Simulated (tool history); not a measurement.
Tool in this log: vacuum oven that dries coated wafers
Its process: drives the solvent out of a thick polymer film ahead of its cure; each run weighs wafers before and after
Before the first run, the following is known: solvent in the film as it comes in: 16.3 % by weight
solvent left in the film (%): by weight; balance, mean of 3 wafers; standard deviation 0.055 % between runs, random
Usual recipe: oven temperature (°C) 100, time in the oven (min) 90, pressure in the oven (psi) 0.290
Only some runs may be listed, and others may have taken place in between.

Run 1, hour 0.0: usual settings. Result: solvent left in the film (%) 2.38.
Run 2, hour 36.9: usual settings. Result: solvent left in the film (%) 2.34.
Run 3, hour 106.8: usual settings. Result: solvent left in the film (%) 2.42.
Run 4, hour 142.3: usual settings but oven temperature (°C) 102. Result: solvent left in the film (%) 2.15.
Run 5, hour 187.3: usual settings. Result: solvent left in the film (%) 2.51.
At hour 194.1: oven's thermocouples calibrated.
Run 6, hour 222.3: usual settings but time in the oven (min) 74. Result: solvent left in the film (%) 2.89.
Run 7, hour 272.9: usual settings but time in the oven (min) 74. Result: solvent left in the film (%) 2.95.
Run 8, hour 322.4: usual settings but time in the oven (min) 54, pressure in the oven (psi) 0.670. Result: solvent left in the film (%) 5.82.
Run 9, hour 390.6: usual settings but time in the oven (min) 77, pressure in the oven (psi) 0.718. Result: solvent left in the film (%) 5.31.
At hour 420.5: oven's thermocouples calibrated, once more.
Run 10, hour 441.1: usual settings but time in the oven (min) 122, pressure in the oven (psi) 0.718. Result: solvent left in the film (%) 4.55.
Run 11, hour 497.9: usual settings but time in the oven (min) 108, pressure in the oven (psi) 0.294. Result: solvent left in the film (%) 2.31.

4 options for the next run, each taken on its own from the tool as it stands now. Forecast them:
Run A, hour 528.5: usual settings but time in the oven (min) 144, pressure in the oven (psi) 0.612. Result: solvent left in the film (%) ?.
Run B, hour 528.5: usual settings but oven temperature (°C) 105. Result: solvent left in the film (%) ?.
Run C, hour 528.5: usual settings but time in the oven (min) 102, pressure in the oven (psi) 0.294. Result: solvent left in the film (%) ?.
Run D, hour 528.5: usual settings but oven temperature (°C) 94, time in the oven (min) 108, pressure in the oven (psi) 0.177. Result: solvent left in the film (%) ?.

run  solvent left in the film (%)
  A                          3.86
  B                          1.86
  C                          2.27
  D                          2.35
Without the tool's hidden state the same runs would have given:
run  solvent left in the film (%)
  A                          3.62
  B                          1.67
  C                          2.04
  D                          2.06

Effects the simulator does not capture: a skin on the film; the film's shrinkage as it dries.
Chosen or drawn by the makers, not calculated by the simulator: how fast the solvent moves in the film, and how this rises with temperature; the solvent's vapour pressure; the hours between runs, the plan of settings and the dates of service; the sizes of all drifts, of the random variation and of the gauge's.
